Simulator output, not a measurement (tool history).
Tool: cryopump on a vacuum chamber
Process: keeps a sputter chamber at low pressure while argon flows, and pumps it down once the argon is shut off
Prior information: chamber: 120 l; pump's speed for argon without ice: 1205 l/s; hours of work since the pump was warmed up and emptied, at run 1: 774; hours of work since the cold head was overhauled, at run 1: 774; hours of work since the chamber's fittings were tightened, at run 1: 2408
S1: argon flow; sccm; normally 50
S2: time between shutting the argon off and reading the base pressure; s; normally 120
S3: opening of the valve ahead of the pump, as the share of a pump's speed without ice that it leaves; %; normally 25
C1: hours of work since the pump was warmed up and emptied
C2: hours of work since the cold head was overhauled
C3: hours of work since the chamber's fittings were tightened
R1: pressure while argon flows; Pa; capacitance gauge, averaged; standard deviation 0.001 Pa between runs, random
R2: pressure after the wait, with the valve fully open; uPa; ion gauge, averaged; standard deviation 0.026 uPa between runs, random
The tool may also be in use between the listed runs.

run	hour	S1	S2	S3	C1	C2	C3	R1	R2
1	0.0	50	120	25	774	774	2408	0.2897	4.06
2	57.5	50	120	25	807	807	2441	0.2908	4.37
3	109.7	50	120	25	837	837	2471	0.2893	4.31
4	137.1	50	120	25	853	853	2487	0.2931	4.33
5	168.4	50	120	25	871	871	2505	0.2899	4.42
6	217.0	46	120	25	899	899	2533	0.2676	4.33
7	248.7	50	120	25	917	917	2551	0.2923	4.40
8	295.1	50	120	25	943	943	2577	0.2917	4.53
9	338.6	50	120	25	968	968	2602	0.2925	4.49
10	378.9	50	120	25	991	991	2625	0.2915	4.59
11	427.8	50	120	25	1020	1020	2654	0.2936	4.57
# hour 469.9: pump warmed up, emptied and cooled again
12	474.0	50	120	25	2	1043	2677	0.2817	4.11
13	519.8	50	120	29	29	1069	2704	0.2438	4.25
14	547.0	50	120	29	44	1085	2719	0.2448	4.17
15	608.6	50	120	29	80	1120	2755	0.2438	4.23
# hour 646.1: leaking fittings of the chamber tightened, without venting
16	650.5	50	120	59	103	1143	3	0.1206	1.17

What does the tool deliver on the next run?
17	683.5	36	120	59	121	1162	21	?	?

R1: 0.0878 Pa
R2: 1.17 uPa
Without the tool's hidden state the same run would have given R1 0.0860 Pa, R2 1.13 uPa.
